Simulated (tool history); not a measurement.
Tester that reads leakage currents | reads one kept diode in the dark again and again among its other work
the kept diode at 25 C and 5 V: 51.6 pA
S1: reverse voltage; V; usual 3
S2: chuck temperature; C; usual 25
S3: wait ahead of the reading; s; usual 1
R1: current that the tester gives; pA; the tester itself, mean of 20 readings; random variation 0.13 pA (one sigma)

Run 1, hour 0: usual settings. Result: R1 41.27 pA.
Run 2, hour 78.3: usual settings. Result: R1 41.37 pA.
Run 3, hour 155.3: usual settings but S3 1.25 s. Result: R1 41.55 pA.
Run 4, hour 266.3: usual settings but S3 1.25 s. Result: R1 41.61 pA.
Run 5, hour 331.8: usual settings but S3 0.76 s. Result: R1 41.5 pA.
Run 6, hour 448.1: usual settings but S3 0.76 s. Result: R1 41.83 pA.
Run 7, hour 543.2: usual settings but S3 0.3 s. Result: R1 42.7 pA.
Run 8, hour 623.2: usual settings but S3 0.3 s. Result: R1 42.69 pA.
Run 9, hour 713: usual settings but S1 11.4 V. Result: R1 88.12 pA.
At hour 760.1: probe card cleaned and baked.
Run 10, hour 814.3: usual settings but S1 1.64 V, S2 38 C. Result: R1 78.13 pA.
Run 11, hour 928.7: usual settings but S1 14.73 V, S2 31 C, S3 4.36 s. Result: R1 152.29 pA.
Run 12, hour 1039.5: usual settings but S1 14.73 V, S2 31 C, S3 4.36 s. Result: R1 151.92 pA.
Run 13, hour 1110.7: usual settings but S1 1.02 V, S2 50 C, S3 4.44 s. Result: R1 140.42 pA.
Run 14, hour 1226.1: usual settings but S1 1.02 V, S2 50 C, S3 4.44 s. Result: R1 141.03 pA.
Run 15, hour 1286.1: usual settings but S2 45 C, S3 0.73 s. Result: R1 178.9 pA.
Run 16, hour 1344.8: usual settings but S1 1.3 V, S2 34 C, S3 5.35 s. Result: R1 51.89 pA.
Run 17, hour 1422.2: usual settings but S1 1.19 V, S3 0.35 s. Result: R1 25.42 pA.

Forecast each of these 5 alternatives for the next run:
Run A, hour 1493.6: usual settings but S1 11.66 V, S2 51 C. Result: R1 ?.
Run B, hour 1493.6: usual settings but S1 1.19 V, S3 0.38 s. Result: R1 ?.
Run C, hour 1493.6: usual settings but S1 3.19 V, S3 0.35 s. Result: R1 ?.
Run D, hour 1493.6: usual settings but S1 2.75 V, S2 41 C, S3 0.33 s. Result: R1 ?.
Run E, hour 1493.6: usual settings but S1 1.19 V, S2 60 C, S3 0.35 s. Result: R1 ?.

run      R1
  A  554.24
  B   25.44
  C   43.76
  D  129.87
  E  293.19
Without the tool's hidden state the same runs would have given:
run      R1
  A  536.35
  B   24.39
  C   41.86
  D  125.36
  E  284.82
